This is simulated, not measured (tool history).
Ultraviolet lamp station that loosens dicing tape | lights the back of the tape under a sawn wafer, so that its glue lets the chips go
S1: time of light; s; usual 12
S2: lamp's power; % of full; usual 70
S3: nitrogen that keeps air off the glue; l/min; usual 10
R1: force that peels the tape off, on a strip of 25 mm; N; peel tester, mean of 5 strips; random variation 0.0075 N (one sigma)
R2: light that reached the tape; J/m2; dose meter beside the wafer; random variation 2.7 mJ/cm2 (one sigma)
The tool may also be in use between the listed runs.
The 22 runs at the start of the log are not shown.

run,hour,S1,S2,S3,R1,R2
23,412.9,18,70,10,0.186,4310
24,431.6,6,84,19,0.811,1670
25,444.3,12,70,4,0.867,2820
26,461.8,7,82,3,1.713,1890
27,472.2,7,82,3,1.785,1910
28,492.1,7,82,3,1.726,1880
29,511.9,7,82,3,1.819,1880
30,523,12,98,18,0.173,3770
31,544.2,17,62,9,0.334,3320
32,565.9,12,94,10,0.274,3530

Here are 5 independent what-if runs from the current tool condition. What would each one return?
A,589.4,10,70,10,?,?
B,589.4,7,69,10,?,?
C,589.4,12,92,3,?,?
D,589.4,7,61,10,?,?
E,589.4,8,77,3,?,?

run,R1,R2
A,0.749,2150
B,1.371,1470
C,0.736,3400
D,1.588,1320
E,1.771,1890
Stripped of hidden state, with their random variation kept, the same runs would have yielded:
run,R1,R2
A,0.407,2910
B,0.859,2000
C,0.399,4610
D,1.043,1790
E,1.198,2570

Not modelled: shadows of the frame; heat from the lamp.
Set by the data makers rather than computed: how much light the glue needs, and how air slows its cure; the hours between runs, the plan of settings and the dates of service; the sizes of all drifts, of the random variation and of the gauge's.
